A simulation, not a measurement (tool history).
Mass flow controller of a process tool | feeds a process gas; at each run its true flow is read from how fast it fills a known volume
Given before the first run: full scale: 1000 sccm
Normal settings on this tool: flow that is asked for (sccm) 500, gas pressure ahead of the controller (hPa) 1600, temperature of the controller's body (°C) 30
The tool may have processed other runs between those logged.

| run | hour | flow that is asked for (sccm) | gas pressure ahead of the controller (hPa) | temperature of the controller's body (°C) | true flow (%) |
|---|---|---|---|---|---|
| 1 | 0 | 500 | 1600 | 30 | 99.34 |
| 2 | 140.8 | 500 | 1600 | 30 | 99.21 |
| 3 | 314.4 | 500 | 1600 | 30 | 99.24 |
| 4 | 402.9 | 500 | 1830 | 30 | 99.23 |
| 5 | 481.3 | 147 | 1600 | 30 | 104.21 |
|  | 508.7 | controller's zero set anew |
| 6 | 595.9 | 500 | 1600 | 30 | 96.96 |
| 7 | 748.5 | 500 | 1600 | 30 | 97.09 |
| 8 | 930.2 | 500 | 1600 | 30 | 97.13 |
| 9 | 1092.9 | 500 | 1600 | 30 | 97.08 |
| 10 | 1224.3 | 500 | 1600 | 30 | 97.15 |
| 11 | 1322.1 | 500 | 1600 | 30 | 97.03 |
| 12 | 1452.7 | 500 | 2470 | 30 | 97.21 |
| 13 | 1623.6 | 500 | 1600 | 35 | 97.12 |
| 14 | 1754.6 | 500 | 1600 | 35 | 97.09 |
| 15 | 1882.3 | 500 | 1600 | 35 | 97.02 |
| 16 | 1958 | 500 | 1600 | 35 | 97.06 |
| 17 | 2144.9 | 500 | 2400 | 31 | 97.25 |
| 18 | 2258.2 | 500 | 2400 | 31 | 97.23 |
| 19 | 2427 | 500 | 2400 | 31 | 97.28 |
| 20 | 2544.5 | 500 | 2400 | 31 | 97.29 |
| 21 | 2678 | 874 | 2750 | 30 | 97.64 |
| 22 | 2775.1 | 286 | 2430 | 30 | 97.52 |
| 23 | 2887.8 | 286 | 2430 | 30 | 97.62 |
| 24 | 2983 | 286 | 2430 | 30 | 97.55 |
| 25 | 3152.8 | 805 | 2020 | 30 | 97.41 |

5 ways to go on from here, each from the tool as it stands after run 25. What would each give?
| A | 3232.8 | 292 | 1810 | 36 | ? |
| B | 3232.8 | 218 | 2020 | 30 | ? |
| C | 3232.8 | 229 | 1660 | 27 | ? |
| D | 3232.8 | 659 | 2250 | 30 | ? |
| E | 3232.8 | 676 | 1680 | 21 | ? |

| run | true flow (%) |
|---|---|
| A | 97.39 |
| B | 97.94 |
| C | 97.86 |
| D | 97.27 |
| E | 97.56 |
Take away the tool's hidden state, keep each run's random variation, and the runs would have read:
| run | true flow (%) |
|---|---|
| A | 98.62 |
| B | 98.66 |
| C | 98.68 |
| D | 99.36 |
| E | 99.67 |
